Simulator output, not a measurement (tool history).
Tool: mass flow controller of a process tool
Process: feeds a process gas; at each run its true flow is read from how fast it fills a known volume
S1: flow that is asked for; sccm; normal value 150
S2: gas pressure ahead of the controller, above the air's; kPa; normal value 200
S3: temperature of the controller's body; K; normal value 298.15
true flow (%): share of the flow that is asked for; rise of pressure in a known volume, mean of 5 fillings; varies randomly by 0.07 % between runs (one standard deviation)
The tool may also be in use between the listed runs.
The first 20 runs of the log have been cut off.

run 21 hour=2125.6 | S1=150 S2=200 S3=298.15 | true_flow_(%)=98.43
run 22 hour=2255.0 | S1=150 S2=200 S3=298.15 | true_flow_(%)=98.46
run 23 hour=2343.7 | S1=150 S2=200 S3=298.15 | true_flow_(%)=98.40
run 24 hour=2410.2 | S1=150 S2=200 S3=306.15 | true_flow_(%)=97.59
run 25 hour=2484.7 | S1=150 S2=173 S3=298.15 | true_flow_(%)=98.18
run 26 hour=2613.5 | S1=106 S2=244 S3=294.15 | true_flow_(%)=98.88
-- hour=2646.1 gauge calibrated
run 27 hour=2680.2 | S1=255 S2=244 S3=306.15 | true_flow_(%)=99.05
run 28 hour=2742.1 | S1=255 S2=244 S3=306.15 | true_flow_(%)=99.08
run 29 hour=2832.1 | S1=255 S2=209 S3=300.15 | true_flow_(%)=99.40
run 30 hour=2900.8 | S1=179 S2=256 S3=298.15 | true_flow_(%)=99.67
run 31 hour=3026.9 | S1=179 S2=256 S3=298.15 | true_flow_(%)=99.61
run 32 hour=3110.3 | S1=280 S2=232 S3=298.15 | true_flow_(%)=99.55
run 33 hour=3254.5 | S1=72 S2=279 S3=300.15 | true_flow_(%)=99.31
run 34 hour=3346.2 | S1=72 S2=181 S3=300.15 | true_flow_(%)=98.46
run 35 hour=3488.5 | S1=54 S2=249 S3=305.15 | true_flow_(%)=98.44
run 36 hour=3609.5 | S1=373 S2=143 S3=293.15 | true_flow_(%)=99.39

Expected results for the next run?
run 37 hour=3716.5 | S1=373 S2=143 S3=293.15 | true_flow_(%)=?

{"run 37": {"true flow (%)": 99.14}}
With no hidden state in the tool, this same run would have given true flow (%) 99.57.
